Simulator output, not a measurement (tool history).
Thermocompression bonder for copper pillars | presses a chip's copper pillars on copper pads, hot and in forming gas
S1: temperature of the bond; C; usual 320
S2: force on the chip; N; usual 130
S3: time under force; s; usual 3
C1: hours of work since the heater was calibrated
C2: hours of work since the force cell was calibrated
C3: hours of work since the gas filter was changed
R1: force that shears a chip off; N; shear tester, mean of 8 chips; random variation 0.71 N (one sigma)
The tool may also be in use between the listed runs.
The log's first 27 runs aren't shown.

| run | hour | S1 | S2 | S3 | C1 | C2 | C3 | R1 |
|---|---|---|---|---|---|---|---|---|
| 28 | 266.9 | 320 | 130 | 3 | 63 | 381 | 152 | 48.4 |
| 29 | 273.9 | 293 | 130 | 3 | 68 | 386 | 158 | 36.5 |
| 30 | 285.1 | 325 | 116 | 3 | 77 | 395 | 166 | 47.4 |
| 31 | 293.3 | 320 | 134 | 3 | 83 | 402 | 173 | 48.5 |
| 32 | 303.3 | 320 | 134 | 3 | 91 | 410 | 181 | 46.0 |
| 33 | 316.6 | 320 | 134 | 3 | 102 | 420 | 191 | 46.6 |
| 34 | 326.5 | 320 | 157 | 2 | 109 | 428 | 199 | 44.4 |
| 35 | 334.8 | 302 | 175 | 5 | 116 | 434 | 205 | 53.5 |

Forecast each of these 3 alternatives for the next run:
| A | 346.5 | 345 | 130 | 4 | 125 | 443 | 215 | ? |
| B | 346.5 | 323 | 175 | 4 | 125 | 443 | 215 | ? |
| C | 346.5 | 294 | 78 | 3 | 125 | 443 | 215 | ? |

| run | R1 |
|---|---|
| A | 59.9 |
| B | 59.4 |
| C | 25.2 |
Without the tool's hidden state the same runs would have given:
| run | R1 |
|---|---|
| A | 65.5 |
| B | 65.0 |
| C | 28.0 |
